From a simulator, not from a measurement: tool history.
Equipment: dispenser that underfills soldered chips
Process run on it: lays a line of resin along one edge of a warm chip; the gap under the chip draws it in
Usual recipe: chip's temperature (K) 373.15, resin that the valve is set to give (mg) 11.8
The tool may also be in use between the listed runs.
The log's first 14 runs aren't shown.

run     day  chip's temperature (K)  resin that the valve is set to give (mg)  time until the resin shows at the far edge (s)  resin that the valve gave (mg)
 15   4.721                  373.15                                      11.8                                            39.3                           11.25
      4.988  -- new syringe of resin
 16   5.121                  373.15                                      13.6                                            33.7                           12.92
      5.562  -- dispensing valve cleaned and set on the balance
 17   5.562                  373.15                                      14.9                                            41.8                           14.87
      5.671  -- new syringe of resin
 18   5.783                  360.15                                        14                                            48.9                           13.96
 19   5.979                  377.15                                      14.6                                            33.4                           14.44
      6.329  -- new syringe of resin
 20   6.421                  377.15                                      11.5                                            30.2                           11.38
 21    6.85                  363.15                                      12.4                                            57.7                           12.13
      6.996  -- new syringe of resin
 22   7.333                  363.15                                      12.4                                            50.6                           12.09
      7.662  -- new syringe of resin
 23   7.796                  364.15                                      13.8                                            44.8                           13.41
 24   8.154                  385.15                                      10.6                                            31.6                           10.23
      8.317  -- new syringe of resin
 25   8.392                  385.15                                      10.6                                            24.1                           10.22
 26   8.708                  385.15                                      10.6                                              29                           10.08
      8.967  -- new syringe of resin
 27   8.979                  359.15                                      12.3                                            48.3                           11.81
 28   9.325                  375.15                                        10                                            38.3                            9.51
      9.625  -- new syringe of resin
 29     9.8                  366.15                                      10.3                                            45.2                            9.64
      9.921  -- dispensing valve cleaned and set on the balance
     10.325  -- new syringe of resin
 30  10.325                  387.15                                      12.1                                            20.5                           11.92
 31  10.742                  364.15                                      12.1                                            51.1                           11.99
     10.975  -- new syringe of resin
 32  11.042                  364.15                                      12.1                                            42.8                           11.95
 33  11.525                  364.15                                      12.1                                            56.4                           11.77
     11.625  -- new syringe of resin
 34  11.962                  364.15                                      12.1                                            49.2                           11.74

Consider 3 possible next runs. They are alternatives, not a sequence: every one starts from the tool as it was left by run 34. What does each give?
  A  12.196                  372.15                                      10.5                                               ?                               ?
  B  12.196                  369.15                                      11.8                                               ?                               ?
  C  12.196                  359.15                                      10.2                                               ?                               ?

run  time until the resin shows at the far edge (s)  resin that the valve gave (mg)
  A                                            45.2                           10.24
  B                                            48.9                           11.45
  C                                            68.4                            9.84
Take away the tool's hidden state, keep each run's random variation, and the runs would have read:
run  time until the resin shows at the far edge (s)  resin that the valve gave (mg)
  A                                            33.9                           10.52
  B                                            36.7                           11.77
  C                                            51.4                           10.12

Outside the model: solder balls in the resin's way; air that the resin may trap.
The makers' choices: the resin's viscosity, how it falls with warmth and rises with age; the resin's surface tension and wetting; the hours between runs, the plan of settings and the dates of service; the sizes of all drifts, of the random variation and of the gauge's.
